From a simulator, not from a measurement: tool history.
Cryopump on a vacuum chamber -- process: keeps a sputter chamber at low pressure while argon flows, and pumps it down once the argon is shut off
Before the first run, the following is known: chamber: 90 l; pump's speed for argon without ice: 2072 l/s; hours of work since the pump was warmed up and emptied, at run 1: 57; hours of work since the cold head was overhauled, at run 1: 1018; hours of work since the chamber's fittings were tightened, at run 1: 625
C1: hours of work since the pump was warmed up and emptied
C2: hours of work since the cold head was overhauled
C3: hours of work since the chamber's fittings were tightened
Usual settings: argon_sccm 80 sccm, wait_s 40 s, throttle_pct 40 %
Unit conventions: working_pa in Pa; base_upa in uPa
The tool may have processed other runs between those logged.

Run 1, day 0.000: usual settings; C1 57; C2 1018; C3 625. Result: working_pa 0.1674 Pa, base_upa 2.06 uPa.
Run 2, day 1.817: usual settings; C1 89; C2 1049; C3 656. Result: working_pa 0.1704 Pa, base_upa 2.09 uPa.
Run 3, day 2.904: usual settings but argon_sccm 35 sccm; C1 108; C2 1068; C3 675. Result: working_pa 0.0744 Pa, base_upa 2.16 uPa.
Run 4, day 4.254: usual settings but throttle_pct 28 %; C1 131; C2 1091; C3 699. Result: working_pa 0.2410 Pa, base_upa 2.14 uPa.
Run 5, day 5.521: usual settings but throttle_pct 28 %; C1 153; C2 1113; C3 721. Result: working_pa 0.2430 Pa, base_upa 2.18 uPa.
Run 6, day 7.450: usual settings but wait_s 286 s, throttle_pct 28 %; C1 186; C2 1146; C3 754. Result: working_pa 0.2465 Pa, base_upa 1.03 uPa.
Run 7, day 8.946: usual settings but throttle_pct 45 %; C1 212; C2 1172; C3 780. Result: working_pa 0.1585 Pa, base_upa 2.36 uPa.
Run 8, day 10.433: usual settings but wait_s 34 s; C1 238; C2 1198; C3 806. Result: working_pa 0.1792 Pa, base_upa 2.62 uPa.
Run 9, day 12.233: usual settings but wait_s 34 s; C1 269; C2 1229; C3 837. Result: working_pa 0.1795 Pa, base_upa 2.68 uPa.
Run 10, day 14.262: usual settings but wait_s 34 s; C1 304; C2 1264; C3 872. Result: working_pa 0.1837 Pa, base_upa 2.77 uPa.
Run 11, day 15.354: usual settings but wait_s 34 s; C1 323; C2 1283; C3 891. Result: working_pa 0.1862 Pa, base_upa 2.77 uPa.
Run 12, day 17.521: usual settings but argon_sccm 100 sccm, wait_s 104 s; C1 361; C2 1321; C3 928. Result: working_pa 0.2351 Pa, base_upa 1.72 uPa.
Run 13, day 19.317: usual settings but argon_sccm 48 sccm, wait_s 195 s, throttle_pct 16 %; C1 392; C2 1352; C3 959. Result: working_pa 0.2622 Pa, base_upa 1.55 uPa.
Run 14, day 20.388: usual settings but wait_s 71 s, throttle_pct 49 %; C1 410; C2 1370; C3 978. Result: working_pa 0.1618 Pa, base_upa 2.10 uPa.
Run 15, day 21.575: usual settings but wait_s 71 s, throttle_pct 49 %; C1 431; C2 1391; C3 998. Result: working_pa 0.1632 Pa, base_upa 2.12 uPa.
Run 16, day 22.662: usual settings but wait_s 71 s, throttle_pct 49 %; C1 450; C2 1410; C3 1017. Result: working_pa 0.1659 Pa, base_upa 2.15 uPa.
At day 24.112: pump warmed up, emptied and cooled again.
Run 17, day 24.600: usual settings but wait_s 44 s; C1 8; C2 1440; C3 1047. Result: working_pa 0.1663 Pa, base_upa 2.23 uPa.
Run 18, day 26.054: usual settings but wait_s 44 s; C1 34; C2 1465; C3 1072. Result: working_pa 0.1672 Pa, base_upa 2.29 uPa.
Run 19, day 27.138: usual settings but wait_s 44 s; C1 52; C2 1484; C3 1091. Result: working_pa 0.1678 Pa, base_upa 2.40 uPa.

Each row is a separate what-if for the run after 19, all from the same tool condition, not one after another. Results?
Run A, day 28.833: usual settings but argon_sccm 97 sccm, wait_s 220 s, throttle_pct 56 %; C1 82; C2 1513; C3 1120. Result: working_pa ?, base_upa ?.
Run B, day 28.833: usual settings but argon_sccm 35 sccm, wait_s 44 s; C1 82; C2 1513; C3 1120. Result: working_pa ?, base_upa ?.
Run C, day 28.833: usual settings but wait_s 63 s; C1 82; C2 1513; C3 1120. Result: working_pa ?, base_upa ?.
Run D, day 28.833: usual settings but argon_sccm 39 sccm, wait_s 50 s, throttle_pct 20 %; C1 82; C2 1513; C3 1120. Result: working_pa ?, base_upa ?.

run  working_pa  base_upa
  A      0.1491      1.37
  B      0.0742      2.43
  C      0.1694      1.99
  D      0.1609      2.27
What these runs would have given with no unlogged condition in the tool:
run  working_pa  base_upa
  A      0.1414      0.42
  B      0.0714      1.46
  C      0.1630      1.04
  D      0.1578      1.30

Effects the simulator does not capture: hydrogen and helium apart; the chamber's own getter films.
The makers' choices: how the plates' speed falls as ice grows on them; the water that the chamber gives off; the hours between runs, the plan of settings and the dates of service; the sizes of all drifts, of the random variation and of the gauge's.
